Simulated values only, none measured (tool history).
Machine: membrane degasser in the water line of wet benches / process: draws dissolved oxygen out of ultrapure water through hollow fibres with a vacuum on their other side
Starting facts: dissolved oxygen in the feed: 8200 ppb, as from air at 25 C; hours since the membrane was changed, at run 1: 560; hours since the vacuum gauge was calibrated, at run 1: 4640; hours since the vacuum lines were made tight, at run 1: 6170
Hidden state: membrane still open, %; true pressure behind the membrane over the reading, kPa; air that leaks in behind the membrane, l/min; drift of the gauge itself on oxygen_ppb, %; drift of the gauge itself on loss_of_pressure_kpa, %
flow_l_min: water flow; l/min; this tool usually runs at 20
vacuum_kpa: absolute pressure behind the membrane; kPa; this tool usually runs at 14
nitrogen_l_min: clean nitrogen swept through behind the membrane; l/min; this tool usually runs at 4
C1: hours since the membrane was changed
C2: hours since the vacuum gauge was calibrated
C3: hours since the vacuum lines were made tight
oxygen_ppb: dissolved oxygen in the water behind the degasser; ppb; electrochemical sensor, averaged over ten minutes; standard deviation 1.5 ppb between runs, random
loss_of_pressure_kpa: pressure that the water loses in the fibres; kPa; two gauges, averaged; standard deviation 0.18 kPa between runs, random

Run 1, hour 0: usual settings; C1 560; C2 4640; C3 6170. Result: oxygen_ppb 152.3 ppb, loss_of_pressure_kpa 34.4 kPa.
Run 2, hour 195.4: usual settings; C1 755; C2 4835; C3 6366. Result: oxygen_ppb 152.2 ppb, loss_of_pressure_kpa 34.47 kPa.
Run 3, hour 375.5: usual settings but nitrogen_l_min 2.18 l/min; C1 935; C2 5015; C3 6546. Result: oxygen_ppb 261.4 ppb, loss_of_pressure_kpa 34.7 kPa.
Run 4, hour 590.8: usual settings but nitrogen_l_min 9 l/min; C1 1150; C2 5230; C3 6761. Result: oxygen_ppb 79.8 ppb, loss_of_pressure_kpa 34.59 kPa.
Run 5, hour 754.4: usual settings but nitrogen_l_min 9 l/min; C1 1314; C2 5394; C3 6925. Result: oxygen_ppb 78.3 ppb, loss_of_pressure_kpa 34.54 kPa.
At hour 878: seals of the vacuum lines changed.
Run 6, hour 917.6: usual settings but nitrogen_l_min 9 l/min; C1 1475; C2 5555; C3 40. Result: oxygen_ppb 76 ppb, loss_of_pressure_kpa 34.78 kPa.
Run 7, hour 1032.8: usual settings but nitrogen_l_min 9 l/min; C1 1590; C2 5670; C3 155. Result: oxygen_ppb 78.6 ppb, loss_of_pressure_kpa 34.84 kPa.
Run 8, hour 1299.4: usual settings but flow_l_min 28 l/min, vacuum_kpa 28.1 kPa; C1 1857; C2 5937; C3 421. Result: oxygen_ppb 437.2 ppb, loss_of_pressure_kpa 48.58 kPa.
Run 9, hour 1578.7: usual settings but flow_l_min 16 l/min, vacuum_kpa 8.4 kPa, nitrogen_l_min 1.8 l/min; C1 2136; C2 6216; C3 701. Result: oxygen_ppb 123.4 ppb, loss_of_pressure_kpa 27.9 kPa.
Run 10, hour 1692.6: usual settings but flow_l_min 16 l/min, vacuum_kpa 8.4 kPa, nitrogen_l_min 1.8 l/min; C1 2250; C2 6330; C3 815. Result: oxygen_ppb 125.5 ppb, loss_of_pressure_kpa 27.76 kPa.
Run 11, hour 1948.4: usual settings but flow_l_min 13 l/min, vacuum_kpa 25.5 kPa, nitrogen_l_min 4.43 l/min; C1 2506; C2 6586; C3 1070. Result: oxygen_ppb 170.8 ppb, loss_of_pressure_kpa 22.57 kPa.
Run 12, hour 2225.7: usual settings but flow_l_min 13 l/min, vacuum_kpa 25.5 kPa, nitrogen_l_min 8.54 l/min; C1 2783; C2 6863; C3 1348. Result: oxygen_ppb 90.9 ppb, loss_of_pressure_kpa 22.75 kPa.
Run 13, hour 2341.4: usual settings but flow_l_min 13 l/min, vacuum_kpa 25.5 kPa, nitrogen_l_min 8.54 l/min; C1 2899; C2 6979; C3 1463. Result: oxygen_ppb 92.5 ppb, loss_of_pressure_kpa 22.61 kPa.
Run 14, hour 2465.7: usual settings but flow_l_min 29 l/min, nitrogen_l_min 10.9 l/min; C1 3023; C2 7103; C3 1588. Result: oxygen_ppb 108.3 ppb, loss_of_pressure_kpa 50.79 kPa.

Hidden state at the last listed run before each entry between runs and at the first one after, where it differs:
Between runs 5 and 6: seals of the vacuum lines changed (hour 878)
  membrane still open, %: 99.4 -> 99.3; air that leaks in behind the membrane, l/min: 0.0333 -> 0.0023
  what was measured, less what the result would be without the hidden state, oxygen_ppb: +4.6 -> +1.8 ppb; loss_of_pressure_kpa: +0.22 -> +0.25 kPa
